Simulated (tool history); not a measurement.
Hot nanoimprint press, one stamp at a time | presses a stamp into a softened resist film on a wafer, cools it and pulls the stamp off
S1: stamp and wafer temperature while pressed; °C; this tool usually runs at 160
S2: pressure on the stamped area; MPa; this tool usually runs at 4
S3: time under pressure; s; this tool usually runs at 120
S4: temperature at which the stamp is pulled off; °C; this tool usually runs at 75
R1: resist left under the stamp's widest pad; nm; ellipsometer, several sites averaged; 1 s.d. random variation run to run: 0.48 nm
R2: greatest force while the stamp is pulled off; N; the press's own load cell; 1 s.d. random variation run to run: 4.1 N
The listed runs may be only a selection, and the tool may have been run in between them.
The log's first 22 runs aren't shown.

run 23 day=9.783 | S1=160 S2=4 S3=120 S4=70 | R1=108.6 R2=255
run 24 day=10.204 | S1=160 S2=4 S3=120 S4=70 | R1=108.5 R2=251
-- day=10.854 stamp cleaned and given a new release coat
run 25 day=11.025 | S1=160 S2=4 S3=120 S4=74 | R1=109 R2=194
run 26 day=11.333 | S1=165 S2=2.44 S3=120 S4=74 | R1=119.5 R2=206
-- day=11.588 plate thermocouple calibrated, once more
run 27 day=11.725 | S1=165 S2=2.44 S3=120 S4=74 | R1=122.4 R2=207
run 28 day=12.092 | S1=167 S2=2.93 S3=79 S4=68 | R1=122.1 R2=243
run 29 day=12.429 | S1=167 S2=2.93 S3=79 S4=68 | R1=121.7 R2=233
run 30 day=12.975 | S1=167 S2=6.16 S3=199 S4=78 | R1=60.9 R2=200
run 31 day=13.467 | S1=160 S2=4.69 S3=120 S4=75 | R1=105.5 R2=219

What if the next run were any one of these 3? Each begins from the tool's condition after run 31:
run A day=13.838 | S1=166 S2=3.83 S3=120 S4=75 | R1=? R2=?
run B day=13.838 | S1=167 S2=4.69 S3=120 S4=75 | R1=? R2=?
run C day=13.838 | S1=149 S2=4 S3=120 S4=60 | R1=? R2=?

run=A R1=97.2 R2=207
run=B R1=84.8 R2=212
run=C R1=153 R2=283
Take away the tool's hidden state, keep each run's random variation, and the runs would have read:
run=A R1=96.8 R2=194
run=B R1=84.2 R2=198
run=C R1=152.8 R2=265
